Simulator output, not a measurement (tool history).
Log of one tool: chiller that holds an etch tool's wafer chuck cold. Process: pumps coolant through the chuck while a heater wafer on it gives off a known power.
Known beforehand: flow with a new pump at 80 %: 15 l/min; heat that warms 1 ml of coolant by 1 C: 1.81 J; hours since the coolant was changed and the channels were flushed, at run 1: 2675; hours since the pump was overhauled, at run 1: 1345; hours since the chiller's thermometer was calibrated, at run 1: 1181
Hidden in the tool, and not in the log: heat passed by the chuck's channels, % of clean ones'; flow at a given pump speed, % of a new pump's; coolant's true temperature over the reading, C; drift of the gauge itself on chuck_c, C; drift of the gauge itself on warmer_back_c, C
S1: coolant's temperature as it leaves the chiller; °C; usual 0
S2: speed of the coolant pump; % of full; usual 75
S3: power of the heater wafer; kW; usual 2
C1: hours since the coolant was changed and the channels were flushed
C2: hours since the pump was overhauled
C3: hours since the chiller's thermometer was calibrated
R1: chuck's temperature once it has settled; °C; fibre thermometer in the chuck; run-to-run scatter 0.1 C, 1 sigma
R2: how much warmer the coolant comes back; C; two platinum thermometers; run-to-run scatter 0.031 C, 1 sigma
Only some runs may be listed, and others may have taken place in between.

run 1 hour=0 | S1=0 S2=75 S3=2 | C1=2675 C2=1345 C3=1181 | R1=16.8 R2=4.91
run 2 hour=102.7 | S1=0 S2=75 S3=2 | C1=2778 C2=1447 C3=1284 | R1=16.9 R2=4.92
run 3 hour=166.6 | S1=0 S2=75 S3=2 | C1=2842 C2=1511 C3=1348 | R1=17 R2=4.9
run 4 hour=227.5 | S1=0 S2=75 S3=2.582 | C1=2903 C2=1572 C3=1408 | R1=22.2 R2=6.33
run 5 hour=325.2 | S1=0 S2=75 S3=2.582 | C1=3001 C2=1670 C3=1506 | R1=22.3 R2=6.4
run 6 hour=456.9 | S1=0 S2=75 S3=2.582 | C1=3132 C2=1802 C3=1638 | R1=22.5 R2=6.39
run 7 hour=569.4 | S1=0 S2=75 S3=2.582 | C1=3245 C2=1914 C3=1750 | R1=22.8 R2=6.4
run 8 hour=709.1 | S1=0 S2=75 S3=2 | C1=3385 C2=2054 C3=1890 | R1=17.6 R2=4.96
run 9 hour=804 | S1=0 S2=75 S3=2 | C1=3479 C2=2149 C3=1985 | R1=17.8 R2=4.94
run 10 hour=944.5 | S1=0 S2=75 S3=2 | C1=3620 C2=2289 C3=2125 | R1=17.9 R2=5.05
run 11 hour=1065 | S1=0 S2=75 S3=2 | C1=3740 C2=2410 C3=2246 | R1=17.9 R2=5.01
-- hour=1078.4 coolant changed, channels flushed
run 12 hour=1135.5 | S1=0 S2=75 S3=2 | C1=57 C2=2474 C3=2310 | R1=14.6 R2=5
run 13 hour=1240.5 | S1=0 S2=95 S3=2 | C1=162 C2=2579 C3=2415 | R1=12.5 R2=3.97
run 14 hour=1352.7 | S1=0 S2=95 S3=2 | C1=274 C2=2691 C3=2528 | R1=12.7 R2=3.93
run 15 hour=1460.1 | S1=-4 S2=75 S3=2 | C1=382 C2=2799 C3=2635 | R1=10.8 R2=5.05
run 16 hour=1538.2 | S1=0 S2=75 S3=2 | C1=460 C2=2877 C3=2713 | R1=15 R2=5.11
run 17 hour=1654.1 | S1=0 S2=65 S3=2 | C1=576 C2=2993 C3=2829 | R1=16.5 R2=5.89

What does the tool deliver on the next run?
run 18 hour=1792.5 | S1=-8 S2=66 S3=1.687 | C1=714 C2=3131 C3=2967 | R1=? R2=?

R1: 5.9 °C
R2: 4.82 C
Without the tool's hidden state the same run would have given R1 5.4 °C, R2 4.47 C.
